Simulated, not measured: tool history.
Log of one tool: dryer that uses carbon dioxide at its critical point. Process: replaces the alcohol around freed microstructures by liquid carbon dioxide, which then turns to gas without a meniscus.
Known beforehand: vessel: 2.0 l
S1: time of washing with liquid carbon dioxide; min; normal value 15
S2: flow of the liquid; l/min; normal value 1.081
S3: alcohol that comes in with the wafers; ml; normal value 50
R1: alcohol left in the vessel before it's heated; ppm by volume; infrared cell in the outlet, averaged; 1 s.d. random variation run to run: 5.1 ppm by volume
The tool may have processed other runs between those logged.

{"run": 1, "hour": 0.0, "S1": 15, "S2": 1.081, "S3": 50, "R1": 138}
{"run": 2, "hour": 12.9, "S1": 15, "S2": 1.081, "S3": 50, "R1": 137}
{"run": 3, "hour": 32.3, "S1": 15, "S2": 1.081, "S3": 50, "R1": 137}
{"run": 4, "hour": 50.1, "S1": 15, "S2": 1.081, "S3": 50, "R1": 140}
{"run": 5, "hour": 66.3, "S1": 15, "S2": 1.081, "S3": 50, "R1": 158}
{"run": 6, "hour": 85.9, "S1": 15, "S2": 1.081, "S3": 50, "R1": 150}
{"run": 7, "hour": 100.7, "S1": 15, "S2": 1.081, "S3": 50, "R1": 151}
{"run": 8, "hour": 122.0, "S1": 15, "S2": 1.081, "S3": 34, "R1": 145}
{"run": 9, "hour": 137.2, "S1": 15, "S2": 1.081, "S3": 50, "R1": 175}
{"run": 10, "hour": 147.3, "S1": 15, "S2": 1.081, "S3": 50, "R1": 179}
{"run": 11, "hour": 164.2, "S1": 15, "S2": 1.081, "S3": 31, "R1": 147}
{"run": 12, "hour": 174.2, "S1": 15, "S2": 1.081, "S3": 50, "R1": 179}
{"run": 13, "hour": 187.3, "S1": 15, "S2": 1.081, "S3": 50, "R1": 179}
{"run": 14, "hour": 205.5, "S1": 15, "S2": 1.081, "S3": 50, "R1": 202}
{"run": 15, "hour": 226.4, "S1": 15, "S2": 1.081, "S3": 50, "R1": 200}
{"run": 16, "hour": 239.6, "S1": 10, "S2": 1.14, "S3": 21, "R1": 322}
{"run": 17, "hour": 254.3, "S1": 10, "S2": 1.14, "S3": 21, "R1": 329}
{"run": 18, "hour": 273.9, "S1": 15, "S2": 1.081, "S3": 81, "R1": 284}
{"run": 19, "hour": 285.1, "S1": 13, "S2": 1.63, "S3": 81, "R1": 140}
{"hour": 298.3, "done": "inlet filter changed"}
{"run": 20, "hour": 303.1, "S1": 13, "S2": 1.63, "S3": 81, "R1": 117}
{"run": 21, "hour": 322.0, "S1": 15, "S2": 0.81, "S3": 50, "R1": 404}
{"run": 22, "hour": 339.3, "S1": 15, "S2": 0.81, "S3": 50, "R1": 394}
{"run": 23, "hour": 355.3, "S1": 15, "S2": 0.81, "S3": 50, "R1": 411}
{"run": 24, "hour": 370.3, "S1": 11, "S2": 1.09, "S3": 50, "R1": 449}
{"run": 25, "hour": 384.3, "S1": 11, "S2": 1.09, "S3": 58, "R1": 509}
{"run": 26, "hour": 404.8, "S1": 22, "S2": 1.68, "S3": 23, "R1": 107}

Predict the results of run 27:
{"run": 27, "hour": 421.6, "S1": 18, "S2": 1.17, "S3": 45, "R1": "?"}

{"run 27": {"R1": 121}}
On a tool with no hidden condition, and with the same random variation, this run would have come out at R1 9 ppm by volume.

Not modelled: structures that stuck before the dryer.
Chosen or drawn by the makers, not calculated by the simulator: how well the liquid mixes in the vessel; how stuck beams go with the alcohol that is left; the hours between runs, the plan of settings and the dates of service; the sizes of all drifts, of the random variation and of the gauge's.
